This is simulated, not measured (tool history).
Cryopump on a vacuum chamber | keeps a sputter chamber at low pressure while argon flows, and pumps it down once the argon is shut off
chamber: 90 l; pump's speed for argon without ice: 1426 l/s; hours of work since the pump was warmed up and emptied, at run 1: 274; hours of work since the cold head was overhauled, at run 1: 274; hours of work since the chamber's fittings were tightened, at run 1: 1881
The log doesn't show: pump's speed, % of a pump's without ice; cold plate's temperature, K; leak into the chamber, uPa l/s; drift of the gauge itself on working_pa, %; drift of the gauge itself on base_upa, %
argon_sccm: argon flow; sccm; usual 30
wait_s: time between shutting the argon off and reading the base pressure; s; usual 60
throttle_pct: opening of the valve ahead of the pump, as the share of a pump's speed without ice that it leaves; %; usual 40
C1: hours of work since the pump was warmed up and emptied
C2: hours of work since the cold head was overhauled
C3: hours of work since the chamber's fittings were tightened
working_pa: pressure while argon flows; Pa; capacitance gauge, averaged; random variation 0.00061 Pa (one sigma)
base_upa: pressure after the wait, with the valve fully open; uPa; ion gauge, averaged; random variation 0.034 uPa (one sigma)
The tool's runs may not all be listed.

Run 1, day 0.000: usual settings; C1 274; C2 274; C3 1881. Result: working_pa 0.0917 Pa, base_upa 2.05 uPa.
Run 2, day 0.646: usual settings but wait_s 290 s; C1 281; C2 281; C3 1888. Result: working_pa 0.0918 Pa, base_upa 0.88 uPa.
Run 3, day 1.317: usual settings but wait_s 290 s; C1 288; C2 288; C3 1895. Result: working_pa 0.0932 Pa, base_upa 0.87 uPa.
Run 4, day 2.104: usual settings but wait_s 290 s; C1 297; C2 297; C3 1904. Result: working_pa 0.0915 Pa, base_upa 0.84 uPa.
Run 5, day 2.675: usual settings but wait_s 290 s; C1 303; C2 303; C3 1910. Result: working_pa 0.0909 Pa, base_upa 0.84 uPa.
Run 6, day 3.262: usual settings; C1 310; C2 310; C3 1916. Result: working_pa 0.0923 Pa, base_upa 2.15 uPa.
Run 7, day 3.700: usual settings; C1 314; C2 314; C3 1921. Result: working_pa 0.0926 Pa, base_upa 2.09 uPa.
Run 8, day 4.517: usual settings; C1 323; C2 323; C3 1930. Result: working_pa 0.0919 Pa, base_upa 2.14 uPa.
Run 9, day 5.421: usual settings but wait_s 160 s; C1 333; C2 333; C3 1940. Result: working_pa 0.0920 Pa, base_upa 1.12 uPa.
Run 10, day 6.458: usual settings but wait_s 160 s; C1 344; C2 344; C3 1951. Result: working_pa 0.0928 Pa, base_upa 1.14 uPa.
Run 11, day 7.275: usual settings but wait_s 160 s; C1 353; C2 353; C3 1960. Result: working_pa 0.0922 Pa, base_upa 1.14 uPa.
Run 12, day 7.804: usual settings but wait_s 160 s; C1 359; C2 359; C3 1966. Result: working_pa 0.0927 Pa, base_upa 1.11 uPa.
Run 13, day 8.267: usual settings but wait_s 160 s; C1 364; C2 364; C3 1971. Result: working_pa 0.0932 Pa, base_upa 1.13 uPa.
Run 14, day 9.296: usual settings but argon_sccm 13 sccm, wait_s 211 s; C1 375; C2 375; C3 1982. Result: working_pa 0.0410 Pa, base_upa 0.98 uPa.
Run 15, day 9.800: usual settings but argon_sccm 13 sccm, wait_s 211 s; C1 381; C2 381; C3 1987. Result: working_pa 0.0401 Pa, base_upa 0.97 uPa.
Run 16, day 10.596: usual settings but argon_sccm 13 sccm, wait_s 211 s; C1 389; C2 389; C3 1996. Result: working_pa 0.0393 Pa, base_upa 1.00 uPa.
Run 17, day 11.238: usual settings but argon_sccm 13 sccm, wait_s 211 s; C1 396; C2 396; C3 2003. Result: working_pa 0.0402 Pa, base_upa 0.99 uPa.
Run 18, day 12.183: usual settings but wait_s 40 s, throttle_pct 46 %; C1 407; C2 407; C3 2013. Result: working_pa 0.0817 Pa, base_upa 2.90 uPa.
Run 19, day 12.696: usual settings but wait_s 40 s, throttle_pct 46 %; C1 412; C2 412; C3 2019. Result: working_pa 0.0826 Pa, base_upa 2.92 uPa.
Run 20, day 13.158: usual settings but wait_s 57 s, throttle_pct 24 %; C1 417; C2 417; C3 2024. Result: working_pa 0.1524 Pa, base_upa 2.26 uPa.
Run 21, day 13.754: usual settings but argon_sccm 35 sccm, wait_s 33 s, throttle_pct 24 %; C1 424; C2 424; C3 2030. Result: working_pa 0.1799 Pa, base_upa 3.48 uPa.
Run 22, day 14.804: usual settings but argon_sccm 35 sccm, wait_s 40 s, throttle_pct 26 %; C1 435; C2 435; C3 2042. Result: working_pa 0.1643 Pa, base_upa 3.01 uPa.

The next listed run, before its measurement:
Run 23, day 15.604: usual settings but argon_sccm 35 sccm, wait_s 40 s, throttle_pct 26 %; C1 444; C2 444; C3 2051. Result: working_pa ?, base_upa ?.

working_pa: 0.1647 Pa
base_upa: 3.00 uPa
Without the tool's hidden state the same run would have given working_pa 0.1591 Pa, base_upa 2.65 uPa.

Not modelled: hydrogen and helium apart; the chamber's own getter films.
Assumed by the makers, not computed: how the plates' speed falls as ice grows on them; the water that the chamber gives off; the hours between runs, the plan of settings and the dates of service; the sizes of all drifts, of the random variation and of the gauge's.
